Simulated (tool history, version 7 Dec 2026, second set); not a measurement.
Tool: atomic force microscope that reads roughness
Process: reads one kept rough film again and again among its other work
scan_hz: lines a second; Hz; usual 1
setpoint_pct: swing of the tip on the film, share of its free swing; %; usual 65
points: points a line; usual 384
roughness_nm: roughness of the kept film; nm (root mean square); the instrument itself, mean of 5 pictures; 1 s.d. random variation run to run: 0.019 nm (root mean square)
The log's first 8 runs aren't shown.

run     day  scan_hz  setpoint_pct  points  pictures with this tip  hours of work since the height scale was calibrated  roughness_nm
  9   4.312        1            56     384                      21                                                  242         4.659
 10   4.888        1            56     384                      33                                                  249         4.627
      4.992  -- height scale calibrated on a step standard
 11   5.308        1            77     384                      40                                                    4         4.405
 12   5.854        1            77     384                      51                                                   11         4.339
 13   6.521        1            65     384                      64                                                   20          4.47
 14   7.054        1            65     384                      75                                                   26         4.437
 15   7.358        1            65     384                      81                                                   30          4.41
 16   7.962        1            65     384                      93                                                   38         4.377
 17   8.538     3.75            65     696                     104                                                   45         3.959
      8.842  -- height scale calibrated on a step standard, once more
 18   9.154     3.75            65     696                     116                                                    4         3.942
 19   9.454      1.8            69     384                     122                                                    8         4.154
 20   9.771      1.8            69     384                     128                                                   12         4.136
 21  10.333     0.52            88     975                     139                                                   19         4.226
 22    10.8     0.52            88     975                     149                                                   25         4.205
 23  11.462     0.93            88     442                     162                                                   34         3.926
 24  12.183     3.65            62     564                     176                                                   43         3.929
 25  12.779     0.92            65     780                     188                                                   50         4.278
 26  13.138     0.92            65     780                     195                                                   55         4.231
 27  13.654     0.92            60     265                     206                                                   62         4.234
 28  14.288     0.91            85     436                     218                                                   70         3.919
 29  14.754     0.91            85     436                     228                                                   76         3.893
     14.938  -- new tip fitted
 30  15.304     0.91            85     331                       7                                                   83         4.331

Alternative continuations, all from the tool just after run 30; predict every row:
  A  15.767     1.59            70     384                      16                                                   89             ?
  B  15.767     1.89            68     298                      16                                                   89             ?
  C  15.767      3.4            85     331                      16                                                   89             ?

run  roughness_nm
  A         4.387
  B         4.383
  C         3.384
Had the tool no hidden state, the same runs would have come out as:
run  roughness_nm
  A         4.437
  B         4.433
  C         3.422
